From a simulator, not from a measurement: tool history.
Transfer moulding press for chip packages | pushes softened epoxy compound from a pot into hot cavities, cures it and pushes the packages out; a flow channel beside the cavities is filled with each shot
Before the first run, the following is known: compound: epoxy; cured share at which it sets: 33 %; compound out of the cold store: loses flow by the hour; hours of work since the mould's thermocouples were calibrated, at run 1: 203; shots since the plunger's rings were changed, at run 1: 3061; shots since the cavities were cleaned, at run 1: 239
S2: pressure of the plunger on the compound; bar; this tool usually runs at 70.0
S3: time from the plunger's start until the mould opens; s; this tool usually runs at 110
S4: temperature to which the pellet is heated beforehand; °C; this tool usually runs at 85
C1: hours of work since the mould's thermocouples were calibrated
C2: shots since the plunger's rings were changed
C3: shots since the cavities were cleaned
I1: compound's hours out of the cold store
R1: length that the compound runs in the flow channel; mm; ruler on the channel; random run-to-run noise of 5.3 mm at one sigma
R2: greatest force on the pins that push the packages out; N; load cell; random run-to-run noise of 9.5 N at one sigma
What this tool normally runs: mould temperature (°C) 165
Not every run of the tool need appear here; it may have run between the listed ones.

run 1 hour=0.0 | mould_temperature_(°C)=165 S2=70.0 S3=110 S4=85 | C1=203 C2=3061 C3=239 | I1=39.7 | R1=861 R2=421
run 2 hour=9.3 | mould_temperature_(°C)=165 S2=70.0 S3=110 S4=85 | C1=209 C2=3157 C3=335 | I1=20.4 | R1=897 R2=440
run 3 hour=21.7 | mould_temperature_(°C)=165 S2=70.0 S3=110 S4=85 | C1=218 C2=3286 C3=464 | I1=18.1 | R1=916 R2=442
run 4 hour=29.4 | mould_temperature_(°C)=165 S2=70.0 S3=110 S4=85 | C1=223 C2=3367 C3=545 | I1=10.9 | R1=947 R2=461
run 5 hour=41.0 | mould_temperature_(°C)=165 S2=70.0 S3=110 S4=85 | C1=230 C2=3486 C3=664 | I1=23.6 | R1=898 R2=434
run 6 hour=54.0 | mould_temperature_(°C)=165 S2=70.0 S3=110 S4=85 | C1=239 C2=3622 C3=800 | I1=39.8 | R1=851 R2=419
-- hour=62.0 plunger's sealing rings changed
run 7 hour=70.5 | mould_temperature_(°C)=165 S2=70.0 S3=110 S4=85 | C1=248 C2=88 C3=945 | I1=31.6 | R1=898 R2=448
run 8 hour=79.8 | mould_temperature_(°C)=165 S2=70.0 S3=110 S4=85 | C1=254 C2=185 C3=1042 | I1=30.3 | R1=878 R2=435
-- hour=84.6 cavities cleaned with cleaning compound and waxed
run 9 hour=91.3 | mould_temperature_(°C)=165 S2=70.0 S3=110 S4=85 | C1=261 C2=289 C3=70 | I1=17.8 | R1=915 R2=437
run 10 hour=101.6 | mould_temperature_(°C)=165 S2=70.0 S3=110 S4=85 | C1=268 C2=395 C3=176 | I1=40.1 | R1=868 R2=446
run 11 hour=109.0 | mould_temperature_(°C)=165 S2=70.0 S3=110 S4=85 | C1=273 C2=472 C3=253 | I1=46.9 | R1=844 R2=436
run 12 hour=117.8 | mould_temperature_(°C)=165 S2=70.0 S3=110 S4=79 | C1=278 C2=563 C3=344 | I1=14.8 | R1=916 R2=459
run 13 hour=124.9 | mould_temperature_(°C)=165 S2=71.0 S3=110 S4=85 | C1=283 C2=637 C3=418 | I1=28.6 | R1=886 R2=437
run 14 hour=131.2 | mould_temperature_(°C)=165 S2=70.0 S3=110 S4=85 | C1=287 C2=702 C3=483 | I1=16.6 | R1=908 R2=461
run 15 hour=143.6 | mould_temperature_(°C)=169 S2=83.3 S3=121 S4=77 | C1=296 C2=831 C3=612 | I1=40.3 | R1=923 R2=343
run 16 hour=151.7 | mould_temperature_(°C)=169 S2=83.3 S3=121 S4=77 | C1=301 C2=916 C3=697 | I1=17.9 | R1=977 R2=354
run 17 hour=165.4 | mould_temperature_(°C)=169 S2=83.3 S3=105 S4=93 | C1=310 C2=1057 C3=838 | I1=41.3 | R1=921 R2=379
run 18 hour=173.1 | mould_temperature_(°C)=161 S2=83.3 S3=110 S4=94 | C1=315 C2=1137 C3=918 | I1=41.8 | R1=956 R2=568
run 19 hour=185.6 | mould_temperature_(°C)=161 S2=83.3 S3=110 S4=94 | C1=323 C2=1267 C3=1048 | I1=35.3 | R1=967 R2=584
-- hour=189.3 cavities cleaned with cleaning compound and waxed
run 20 hour=196.1 | mould_temperature_(°C)=161 S2=83.3 S3=110 S4=94 | C1=329 C2=1361 C3=71 | I1=23.6 | R1=1004 R2=575
run 21 hour=210.3 | mould_temperature_(°C)=161 S2=83.3 S3=110 S4=88 | C1=339 C2=1508 C3=218 | I1=21.8 | R1=992 R2=572
run 22 hour=224.5 | mould_temperature_(°C)=165 S2=87.2 S3=121 S4=86 | C1=348 C2=1656 C3=366 | I1=28.9 | R1=997 R2=378
run 23 hour=234.5 | mould_temperature_(°C)=169 S2=70.0 S3=110 S4=85 | C1=355 C2=1759 C3=469 | I1=16.6 | R1=906 R2=367
run 24 hour=248.4 | mould_temperature_(°C)=171 S2=69.8 S3=110 S4=85 | C1=364 C2=1903 C3=613 | I1=38.7 | R1=840 R2=350
run 25 hour=254.7 | mould_temperature_(°C)=171 S2=84.4 S3=115 S4=85 | C1=368 C2=1969 C3=679 | I1=30.4 | R1=944 R2=346
run 26 hour=264.1 | mould_temperature_(°C)=164 S2=79.9 S3=110 S4=85 | C1=374 C2=2066 C3=776 | I1=19.6 | R1=976 R2=496
run 27 hour=275.8 | mould_temperature_(°C)=164 S2=79.9 S3=110 S4=85 | C1=382 C2=2188 C3=898 | I1=29.7 | R1=950 R2=473

Forecast each of these 3 alternatives for the next run:
run A hour=291.3 | mould_temperature_(°C)=164 S2=79.9 S3=111 S4=84 | C1=392 C2=2348 C3=1058 | I1=24.3 | R1=? R2=?
run B hour=291.3 | mould_temperature_(°C)=165 S2=70.0 S3=110 S4=85 | C1=392 C2=2348 C3=1058 | I1=29.5 | R1=? R2=?
run C hour=291.3 | mould_temperature_(°C)=171 S2=62.7 S3=110 S4=85 | C1=392 C2=2348 C3=1058 | I1=23.7 | R1=? R2=?

run=A R1=965 R2=469
run=B R1=875 R2=450
run=C R1=834 R2=342
Stripped of hidden state, with their random variation kept, the same runs would have yielded:
run=A R1=965 R2=462
run=B R1=875 R2=443
run=C R1=835 R2=337
